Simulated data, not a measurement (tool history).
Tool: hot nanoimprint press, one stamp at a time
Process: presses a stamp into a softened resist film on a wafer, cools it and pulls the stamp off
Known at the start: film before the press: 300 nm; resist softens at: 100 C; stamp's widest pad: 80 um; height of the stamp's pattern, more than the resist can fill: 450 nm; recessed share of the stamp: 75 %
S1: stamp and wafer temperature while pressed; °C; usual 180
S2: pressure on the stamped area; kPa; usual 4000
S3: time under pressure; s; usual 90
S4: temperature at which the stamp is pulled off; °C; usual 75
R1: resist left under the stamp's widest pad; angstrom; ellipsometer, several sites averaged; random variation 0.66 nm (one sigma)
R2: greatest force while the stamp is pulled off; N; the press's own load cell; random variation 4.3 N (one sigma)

run   hour   S1    S2  S3  S4    R1   R2
  1      0  180  4000  90  75  1610  204
  2   10.6  180  4000  90  75  1607  209
  3   19.2  180  4000  90  75  1602  210
  4   28.7  180  4000  90  75  1601  211
  5   35.9  180  4000  90  75  1612  218
      43.4  -- stamp cleaned and given a new release coat
  6   50.2  180  4000  90  75  1609  196
  7   62.1  180  4000  90  75  1613  210
  8   70.8  180  4000  90  75  1616  208
  9   76.9  180  4000  90  72  1604  228
 10     84  180  4000  90  72  1613  228
 11   89.4  180  4000  90  77  1608  198
 12  100.4  180  4000  90  75  1609  207
 13  108.6  180  4000  90  75  1621  211
 14  119.1  180  4000  90  75  1609  203
 15  127.5  180  4000  90  75  1613  209
 16  136.4  176  2740  90  75  1995  213
 17    146  176  3480  90  76  1851  198

Forecast run 18:
 18   152  176  3480  90  76   ?   ?

R1: 1846 angstrom
R2: 197 N
Without the tool's hidden state the same run would have given R1 1845 angstrom, R2 196 N.

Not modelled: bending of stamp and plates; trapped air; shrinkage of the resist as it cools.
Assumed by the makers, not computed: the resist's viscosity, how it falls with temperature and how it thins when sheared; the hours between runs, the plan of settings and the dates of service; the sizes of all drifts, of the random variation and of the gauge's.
